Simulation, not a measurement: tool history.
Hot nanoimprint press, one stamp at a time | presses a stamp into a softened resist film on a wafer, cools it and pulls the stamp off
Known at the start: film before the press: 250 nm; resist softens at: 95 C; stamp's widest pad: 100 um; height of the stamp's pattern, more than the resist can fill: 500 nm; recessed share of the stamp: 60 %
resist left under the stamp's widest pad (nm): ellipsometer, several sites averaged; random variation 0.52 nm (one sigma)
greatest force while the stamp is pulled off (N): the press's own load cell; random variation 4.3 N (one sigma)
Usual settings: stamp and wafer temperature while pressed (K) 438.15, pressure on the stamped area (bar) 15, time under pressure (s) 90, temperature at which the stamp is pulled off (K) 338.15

run   hour  stamp and wafer temperature while pressed (K)  pressure on the stamped area (bar)  time under pressure (s)  temperature at which the stamp is pulled off (K)  resist left under the stamp's widest pad (nm)  greatest force while the stamp is pulled off (N)
  1      0                                         438.15                                  15                       90                                            338.15                                           93.8                                               215
  2    7.7                                         438.15                                  15                       90                                            338.15                                           95.1                                               215
  3     14                                         438.15                                  15                       90                                            338.15                                           94.6                                               213
  4   21.4                                         438.15                                  15                       90                                            338.15                                           95.8                                               214
  5   26.8                                         438.15                                  15                       90                                            338.15                                             96                                               219
  6   35.9                                         438.15                                12.3                       90                                            338.15                                          103.7                                               217
  7   40.1                                         438.15                                12.3                       90                                            338.15                                          104.1                                               216
  8   48.1                                         438.15                                12.3                       90                                            338.15                                          103.9                                               212
  9   57.1                                         438.15                                12.3                       90                                            338.15                                          103.8                                               219
 10   61.2                                         438.15                                21.9                       90                                            338.15                                           78.8                                               213
 11   66.9                                         438.15                                21.9                       90                                            338.15                                           78.4                                               218
 12   75.2                                         438.15                                21.9                       90                                            338.15                                           78.9                                               217
 13   82.8                                         438.15                                21.9                       90                                            338.15                                           79.4                                               220
 14   92.1                                         438.15                                21.9                       93                                            328.15                                           77.7                                               272
 15   99.5                                         438.15                                18.3                      101                                            328.15                                           82.2                                               279
 16  107.5                                         444.15                                15.2                      145                                            336.15                                           52.4                                               234
 17  116.3                                         444.15                                15.2                      145                                            336.15                                           53.9                                               225
 18  122.7                                         438.15                                  15                       90                                            330.15                                             95                                               259
     128.5  -- plate thermocouple calibrated
 19  132.2                                         438.15                                  15                      159                                            335.15                                           73.6                                               237
 20  139.6                                         431.15                                12.7                       53                                            332.15                                          173.8                                               252
 21    145                                         438.15                                  15                      145                                            338.15                                           76.7                                               225
 22  150.5                                         440.15                                20.8                       50                                            324.15                                           91.3                                               295
 23  154.4                                         439.15                                11.6                      174                                            338.15                                           76.1                                               217

Forecast each of these 3 alternatives for the next run:
  A  161.4                                         435.15                                  15                       81                                            342.15                                              ?                                                 ?
  B  161.4                                         432.15                                11.6                      174                                            338.15                                              ?                                                 ?
  C  161.4                                         439.15                                11.6                      174                                            336.15                                              ?                                                 ?

run  resist left under the stamp's widest pad (nm)  greatest force while the stamp is pulled off (N)
  A                                          116.7                                               196
  B                                          116.4                                               216
  C                                           76.6                                               230
Without the tool's hidden state the same runs would have given:
run  resist left under the stamp's widest pad (nm)  greatest force while the stamp is pulled off (N)
  A                                          116.6                                               193
  B                                          116.3                                               213
  C                                           76.6                                               226
